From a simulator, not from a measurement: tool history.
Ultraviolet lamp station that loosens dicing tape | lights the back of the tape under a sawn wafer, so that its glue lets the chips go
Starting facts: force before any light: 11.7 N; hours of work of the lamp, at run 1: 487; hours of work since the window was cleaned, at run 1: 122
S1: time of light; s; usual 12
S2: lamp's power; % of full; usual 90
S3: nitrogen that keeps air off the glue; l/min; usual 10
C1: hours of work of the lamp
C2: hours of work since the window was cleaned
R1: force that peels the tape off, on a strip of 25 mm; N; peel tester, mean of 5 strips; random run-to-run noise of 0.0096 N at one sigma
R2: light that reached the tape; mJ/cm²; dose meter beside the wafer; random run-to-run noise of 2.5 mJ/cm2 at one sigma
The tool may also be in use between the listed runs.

run 1 hour=0 | S1=12 S2=90 S3=10 | C1=487 C2=122 | R1=0.612 R2=266
run 2 hour=78.5 | S1=12 S2=90 S3=10 | C1=532 C2=166 | R1=0.612 R2=258
run 3 hour=126.7 | S1=12 S2=90 S3=17 | C1=559 C2=194 | R1=0.482 R2=261
run 4 hour=175.7 | S1=12 S2=90 S3=17 | C1=587 C2=222 | R1=0.49 R2=254
run 5 hour=217.4 | S1=12 S2=90 S3=17 | C1=611 C2=245 | R1=0.499 R2=251
run 6 hour=256.5 | S1=12 S2=90 S3=17 | C1=633 C2=268 | R1=0.527 R2=247
run 7 hour=329.8 | S1=12 S2=90 S3=17 | C1=675 C2=309 | R1=0.523 R2=241
run 8 hour=391.8 | S1=12 S2=90 S3=17 | C1=710 C2=345 | R1=0.588 R2=235
run 9 hour=481.5 | S1=12 S2=76 S3=17 | C1=761 C2=396 | R1=0.983 R2=193
run 10 hour=524.9 | S1=12 S2=76 S3=17 | C1=786 C2=420 | R1=0.99 R2=198
run 11 hour=593.7 | S1=12 S2=76 S3=17 | C1=825 C2=460 | R1=1.062 R2=190
run 12 hour=661.5 | S1=12 S2=76 S3=17 | C1=863 C2=498 | R1=1.092 R2=181
run 13 hour=729.1 | S1=12 S2=76 S3=17 | C1=902 C2=537 | R1=1.17 R2=181
-- hour=734.7 window cleaned of glue's vapour
run 14 hour=792.9 | S1=12 S2=76 S3=17 | C1=938 C2=33 | R1=1.325 R2=167
run 15 hour=865.7 | S1=12 S2=76 S3=17 | C1=979 C2=75 | R1=1.424 R2=166
-- hour=887.1 window cleaned of glue's vapour, once more
run 16 hour=908.3 | S1=12 S2=76 S3=17 | C1=1003 C2=12 | R1=0.918 R2=197
run 17 hour=986.9 | S1=12 S2=76 S3=11 | C1=1048 C2=57 | R1=1.188 R2=190
run 18 hour=1070.5 | S1=7 S2=61 S3=11 | C1=1096 C2=104 | R1=4.034 R2=87
run 19 hour=1147.3 | S1=9 S2=99 S3=14 | C1=1139 C2=148 | R1=1.3 R2=180
run 20 hour=1228.7 | S1=8 S2=71 S3=15 | C1=1186 C2=194 | R1=2.844 R2=111
run 21 hour=1294 | S1=8 S2=71 S3=13 | C1=1223 C2=232 | R1=3.019 R2=111
run 22 hour=1364.5 | S1=9 S2=68 S3=10 | C1=1263 C2=272 | R1=3.122 R2=117
run 23 hour=1451.7 | S1=7 S2=90 S3=12 | C1=1313 C2=321 | R1=2.967 R2=113
run 24 hour=1516.8 | S1=7 S2=90 S3=12 | C1=1350 C2=358 | R1=2.928 R2=118
run 25 hour=1565.3 | S1=12 S2=83 S3=10 | C1=1377 C2=386 | R1=1.556 R2=181

Alternative continuations, all from the tool just after run 25; predict every row:
run A hour=1608.7 | S1=10 S2=74 S3=5 | C1=1402 C2=411 | R1=? R2=?
run B hour=1608.7 | S1=12 S2=90 S3=14 | C1=1402 C2=411 | R1=? R2=?
run C hour=1608.7 | S1=12 S2=90 S3=10 | C1=1402 C2=411 | R1=? R2=?
run D hour=1608.7 | S1=7 S2=90 S3=10 | C1=1402 C2=411 | R1=? R2=?
run E hour=1608.7 | S1=12 S2=90 S3=5 | C1=1402 C2=411 | R1=? R2=?

run=A R1=3.449 R2=127
run=B R1=1.161 R2=194
run=C R1=1.414 R2=188
run=D R1=3.217 R2=111
run=E R1=1.929 R2=190
Without the tool's unlogged condition, the same runs would have read:
run=A R1=1.659 R2=207
run=B R1=0.335 R2=312
run=C R1=0.42 R2=304
run=D R1=1.494 R2=180
run=E R1=0.696 R2=307

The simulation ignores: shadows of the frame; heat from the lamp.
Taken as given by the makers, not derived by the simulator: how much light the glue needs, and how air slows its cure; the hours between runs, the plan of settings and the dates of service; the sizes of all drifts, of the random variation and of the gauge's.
